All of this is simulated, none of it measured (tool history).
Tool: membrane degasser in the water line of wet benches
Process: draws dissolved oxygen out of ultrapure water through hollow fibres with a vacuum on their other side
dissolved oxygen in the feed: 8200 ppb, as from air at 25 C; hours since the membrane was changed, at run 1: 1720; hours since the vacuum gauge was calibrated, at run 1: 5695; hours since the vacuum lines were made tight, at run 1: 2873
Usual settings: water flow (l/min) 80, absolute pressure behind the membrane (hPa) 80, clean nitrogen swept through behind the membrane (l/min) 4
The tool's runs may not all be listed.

run     day  water flow (l/min)  absolute pressure behind the membrane (hPa)  clean nitrogen swept through behind the membrane (l/min)  hours since the membrane was changed  hours since the vacuum gauge was calibrated  hours since the vacuum lines were made tight  dissolved oxygen in the water behind the degasser (ppb)  pressure that the water loses in the fibres (hPa)
  1       0                  80                                           80                                                         4                                  1720                                         5695                                          2873                                                    225.1                                              675.5
  2   1.196                  80                                           80                                                         4                                  1749                                         5723                                          2902                                                    225.2                                                670
  3   2.417                  80                                           73                                                         4                                  1778                                         5753                                          2931                                                    195.7                                              671.6
  4   3.233                  76                                           80                                                         4                                  1797                                         5772                                          2951                                                    216.6                                              642.8
  5   4.496                  76                                           80                                                         4                                  1828                                         5803                                          2981                                                    214.8                                              634.6
  6   6.312                  80                                           80                                                         4                                  1871                                         5846                                          3025                                                    227.2                                                674
  7   7.788                  80                                        104.7                                                         4                                  1907                                         5882                                          3060                                                    330.6                                              676.5
  8   8.958                  80                                        104.7                                                         4                                  1935                                         5910                                          3088                                                    330.2                                              676.5
  9  10.038                  80                                        104.7                                                         4                                  1961                                         5936                                          3114                                                    332.7                                              674.7
 10  10.933                  80                                           80                                                         4                                  1982                                         5957                                          3136                                                      227                                              671.8
 11  12.142                  80                                          122                                                         4                                  2011                                         5986                                          3165                                                    394.7                                              675.5
 12  13.896                 123                                         66.9                                                      5.49                                  2053                                         6028                                          3207                                                    196.1                                             1032.9
 13  14.746                 123                                         66.9                                                      5.49                                  2074                                         6049                                          3227                                                    196.8                                             1035.6
 14  16.117                  55                                        153.8                                                     11.08                                  2107                                         6081                                          3260                                                      151                                              462.3
     16.288  -- vacuum gauge calibrated
 15  17.812                  80                                         74.4                                                      9.03                                  2147                                           37                                          3301                                                    104.4                                              672.7
 16  18.971                  80                                         74.4                                                      9.03                                  2175                                           64                                          3328                                                    105.2                                              671.1
 17  19.967                  80                                        110.7                                                         4                                  2199                                           88                                          3352                                                    364.4                                              668.8
 18  21.583                  50                                         63.2                                                         4                                  2237                                          127                                          3391                                                    104.6                                              419.9
     21.879  -- vacuum gauge calibrated, once more
 19  23.262                  50                                         63.2                                                         4                                  2277                                           33                                          3431                                                     92.3                                              423.8
 20  24.862                  80                                         99.5                                                      3.67                                  2315                                           72                                          3469                                                      319                                              675.3
 21   26.65                 124                                           56                                                      2.88                                  2358                                          115                                          3512                                                    214.9                                             1044.3
 22  27.896                  57                                           56                                                      2.88                                  2388                                          144                                          3542                                                    108.1                                              478.1

Forecast each of these 3 alternatives for the next run:
  A  29.004                  66                                           56                                                      2.88                                  2415                                          171                                          3569                                                        ?                                                  ?
  B  29.004                  66                                        114.2                                                         4                                  2415                                          171                                          3569                                                        ?                                                  ?
  C  29.004                  52                                           56                                                      2.88                                  2415                                          171                                          3569                                                        ?                                                  ?

run  dissolved oxygen in the water behind the degasser (ppb)  pressure that the water loses in the fibres (hPa)
  A                                                    124.9                                              552.2
  B                                                    304.6                                              557.7
  C                                                    101.3                                              438.1
Without the tool's hidden state the same runs would have given:
run  dissolved oxygen in the water behind the degasser (ppb)  pressure that the water loses in the fibres (hPa)
  A                                                    123.5                                              544.3
  B                                                    303.2                                              549.9
  C                                                    100.2                                              431.9

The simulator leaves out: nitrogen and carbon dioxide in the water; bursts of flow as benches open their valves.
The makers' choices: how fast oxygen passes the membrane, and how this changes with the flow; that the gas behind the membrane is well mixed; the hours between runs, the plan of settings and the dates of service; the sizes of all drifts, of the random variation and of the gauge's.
